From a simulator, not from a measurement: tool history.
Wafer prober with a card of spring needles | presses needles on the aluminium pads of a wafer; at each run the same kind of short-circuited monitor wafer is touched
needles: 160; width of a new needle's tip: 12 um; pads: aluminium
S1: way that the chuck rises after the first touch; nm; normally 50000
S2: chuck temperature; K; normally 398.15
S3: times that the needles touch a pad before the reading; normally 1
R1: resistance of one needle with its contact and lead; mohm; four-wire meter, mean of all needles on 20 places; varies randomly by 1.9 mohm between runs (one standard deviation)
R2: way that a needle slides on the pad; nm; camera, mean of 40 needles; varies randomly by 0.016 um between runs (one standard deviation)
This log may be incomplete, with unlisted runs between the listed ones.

run,hour,S1,S2,S3,R1,R2
1,0.0,50000,398.15,1,205,9050
# hour 12.4: tips cleaned on abrasive film
# hour 27.5: tips cleaned on abrasive film
2,32.4,50000,398.15,1,206,9050
# hour 41.1: tips cleaned on abrasive film
# hour 53.5: tips cleaned on abrasive film
3,59.2,50000,315.15,1,188,9070
# hour 68.1: tips cleaned on abrasive film
# hour 83.0: tips cleaned on abrasive film
# hour 89.1: height of the first contact set anew
# hour 98.4: tips cleaned on abrasive film
# hour 110.7: tips cleaned on abrasive film
4,121.6,50000,398.15,1,209,9050
# hour 124.7: tips cleaned on abrasive film
# hour 137.1: tips cleaned on abrasive film
5,147.1,50000,398.15,1,207,9050
# hour 149.9: tips cleaned on abrasive film
# hour 164.8: tips cleaned on abrasive film
# hour 179.7: tips cleaned on abrasive film
6,184.6,50000,398.15,1,205,9050
# hour 193.7: tips cleaned on abrasive film
# hour 208.5: tips cleaned on abrasive film
7,216.1,50000,398.15,1,206,9080
# hour 222.3: tips cleaned on abrasive film
# hour 237.0: tips cleaned on abrasive film
# hour 252.2: tips cleaned on abrasive film
# hour 264.6: tips cleaned on abrasive film
8,265.3,50000,398.15,1,205,9040
# hour 279.9: tips cleaned on abrasive film
# hour 295.3: tips cleaned on abrasive film
# hour 310.1: tips cleaned on abrasive film
9,314.6,50000,398.15,1,207,9080
# hour 323.9: tips cleaned on abrasive film
# hour 324.2: height of the first contact set anew
# hour 339.6: tips cleaned on abrasive film
# hour 352.0: tips cleaned on abrasive film
10,356.6,50000,398.15,1,206,9050
# hour 365.6: tips cleaned on abrasive film
# hour 381.0: tips cleaned on abrasive film
# hour 395.4: tips cleaned on abrasive film
# hour 407.7: tips cleaned on abrasive film
11,418.3,50000,398.15,1,207,9060
# hour 421.0: tips cleaned on abrasive film
# hour 436.4: tips cleaned on abrasive film
# hour 448.7: tips cleaned on abrasive film
12,451.0,50000,398.15,2,209,9060
# hour 463.2: tips cleaned on abrasive film
# hour 478.6: tips cleaned on abrasive film
13,482.9,50000,398.15,2,207,9060
# hour 492.2: tips cleaned on abrasive film
# hour 507.1: tips cleaned on abrasive film
14,513.7,50000,398.15,2,205,9040
# hour 519.9: tips cleaned on abrasive film
# hour 534.8: tips cleaned on abrasive film
15,545.1,50000,323.15,3,193,9060
# hour 548.3: tips cleaned on abrasive film
# hour 557.7: height of the first contact set anew
# hour 563.9: tips cleaned on abrasive film
# hour 579.1: tips cleaned on abrasive film
# hour 593.0: tips cleaned on abrasive film
16,593.0,50000,355.15,2,194,9050
# hour 605.4: tips cleaned on abrasive film
# hour 620.3: tips cleaned on abrasive film
# hour 634.8: tips cleaned on abrasive film
# hour 647.1: tips cleaned on abrasive film
17,654.8,50000,355.15,2,195,9070
# hour 661.0: tips cleaned on abrasive film
# hour 673.4: tips cleaned on abrasive film
# hour 685.8: tips cleaned on abrasive film
18,691.7,50000,355.15,2,197,9030
# hour 700.4: tips cleaned on abrasive film
# hour 715.8: tips cleaned on abrasive film
# hour 730.1: tips cleaned on abrasive film
19,741.7,38000,309.15,3,193,6900
# hour 744.9: tips cleaned on abrasive film
# hour 760.1: tips cleaned on abrasive film
20,772.1,38000,309.15,3,192,6860
# hour 775.3: tips cleaned on abrasive film
# hour 787.6: tips cleaned on abrasive film
# hour 791.0: height of the first contact set anew
# hour 800.3: tips cleaned on abrasive film
21,804.3,45000,347.15,3,195,8180
# hour 813.6: tips cleaned on abrasive film
# hour 828.0: tips cleaned on abrasive film
# hour 840.4: tips cleaned on abrasive film
22,844.1,32000,356.15,1,202,5820
# hour 853.4: tips cleaned on abrasive film
# hour 868.4: tips cleaned on abrasive film
# hour 883.8: tips cleaned on abrasive film
# hour 898.7: tips cleaned on abrasive film
23,900.6,31000,393.15,2,211,5630
# hour 912.9: tips cleaned on abrasive film
# hour 925.3: tips cleaned on abrasive film
24,929.7,31000,393.15,2,214,5610
# hour 939.0: tips cleaned on abrasive film
# hour 954.3: tips cleaned on abrasive film
# hour 969.3: tips cleaned on abrasive film
25,975.7,67000,398.15,2,202,12100
# hour 982.0: tips cleaned on abrasive film
# hour 994.3: tips cleaned on abrasive film
26,1001.4,50000,323.15,2,190,9050
# hour 1007.2: tips cleaned on abrasive film
# hour 1019.6: tips cleaned on abrasive film
# hour 1026.0: height of the first contact set anew
# hour 1032.3: tips cleaned on abrasive film
27,1040.0,31000,319.15,2,195,5630

4 ways to go on from here, each from the tool as it stands after run 27. What would each give?
# hour 1046.2: tips cleaned on abrasive film
# hour 1061.1: tips cleaned on abrasive film
# hour 1076.5: tips cleaned on abrasive film
# hour 1091.8: tips cleaned on abrasive film
A,1095.7,44000,319.15,3,?,?
# hour 1046.2: tips cleaned on abrasive film
# hour 1061.1: tips cleaned on abrasive film
# hour 1076.5: tips cleaned on abrasive film
# hour 1091.8: tips cleaned on abrasive film
B,1095.7,36000,319.15,3,?,?
# hour 1046.2: tips cleaned on abrasive film
# hour 1061.1: tips cleaned on abrasive film
# hour 1076.5: tips cleaned on abrasive film
# hour 1091.8: tips cleaned on abrasive film
C,1095.7,62000,360.15,2,?,?
# hour 1046.2: tips cleaned on abrasive film
# hour 1061.1: tips cleaned on abrasive film
# hour 1076.5: tips cleaned on abrasive film
# hour 1091.8: tips cleaned on abrasive film
D,1095.7,45000,378.15,2,?,?

run,R1,R2
A,188,7950
B,193,6480
C,195,11220
D,202,8150
Take away the tool's hidden state, keep each run's random variation, and the runs would have read:
run,R1,R2
A,188,7950
B,193,6490
C,195,11220
D,202,8160
